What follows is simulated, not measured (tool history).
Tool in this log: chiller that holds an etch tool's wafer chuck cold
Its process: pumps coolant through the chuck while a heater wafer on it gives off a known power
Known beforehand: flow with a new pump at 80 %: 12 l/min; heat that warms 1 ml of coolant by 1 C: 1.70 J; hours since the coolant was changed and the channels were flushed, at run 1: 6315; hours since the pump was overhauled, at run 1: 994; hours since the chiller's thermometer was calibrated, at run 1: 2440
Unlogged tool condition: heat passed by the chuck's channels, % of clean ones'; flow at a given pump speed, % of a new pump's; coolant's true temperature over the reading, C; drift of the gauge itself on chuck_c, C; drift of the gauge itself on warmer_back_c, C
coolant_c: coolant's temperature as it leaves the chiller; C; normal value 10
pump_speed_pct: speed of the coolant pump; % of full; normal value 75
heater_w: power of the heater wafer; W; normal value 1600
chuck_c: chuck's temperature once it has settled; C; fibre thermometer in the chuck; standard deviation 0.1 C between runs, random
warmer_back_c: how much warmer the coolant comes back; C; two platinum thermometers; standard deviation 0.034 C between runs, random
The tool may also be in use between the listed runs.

run,hour,coolant_c,pump_speed_pct,heater_w,hours since the coolant was changed and the channels were flushed,hours since the pump was overhauled,hours since the chiller's thermometer was calibrated,chuck_c,warmer_back_c
1,0,10,75,1600,6315,994,2440,23.5,5.04
2,33.4,10,75,1600,6348,1028,2473,23.5,5.05
3,64.3,10,75,1600,6379,1059,2504,23.5,5.07
4,89.3,10,75,1600,6404,1083,2529,23.4,5.07
5,122.1,10,75,1600,6437,1116,2562,23.5,5
6,147.5,10,75,1600,6462,1142,2587,23.5,5
7,166,10,75,1600,6481,1160,2606,23.5,5.03
8,204.2,10,75,1600,6519,1198,2644,23.5,5.06
9,235.7,10,75,1600,6550,1230,2676,23.6,5.1
10,270.1,10,75,1462,6585,1264,2710,22.3,4.61
11,299.3,10,75,1600,6614,1294,2739,23.7,5.09
# hour 331.8: coolant changed, channels flushed
12,342.8,10,75,1600,11,1331,2777,22.3,5
13,368.7,10,75,1600,37,1357,2803,22.5,5.04
14,403.3,10,75,1600,72,1392,2837,22.2,5.08
15,435.7,10,75,1600,104,1424,2869,22.5,5.07
16,469.4,6,75,1344,138,1458,2903,16.3,4.24
17,489.1,6,75,1344,157,1477,2923,16.3,4.26
18,519.2,0,62,2028,187,1507,2953,18.7,7.88
19,558.2,12,66,900,226,1546,2992,19.7,3.24
20,575.6,12,66,900,244,1564,3009,19.6,3.26
21,598.4,14,60,998,267,1587,3032,23.2,4
22,618.1,5,65,1751,286,1606,3052,20.5,6.45
23,639.1,10,70,1600,307,1627,3073,23.3,5.49
24,655.3,9,99,1126,324,1644,3089,15.6,2.66
25,687.5,9,99,1126,356,1676,3121,15.7,2.65
26,709.1,9,99,1126,377,1697,3143,15.7,2.62
27,738.3,9,99,1126,407,1727,3172,15.6,2.71

For each entry between runs, how does the tool's hidden state at the last listed run before it compare with that at the first listed run after it?
Run 11 -> run 12: coolant changed, channels flushed (hour 331.8)
  heat passed by the chuck's channels, % of clean ones': 90 -> 99.8
  measured value less the no-hidden-state value, chuck_c: +0.8 -> -0.3 C; warmer_back_c: +0.03 -> +0.03 C
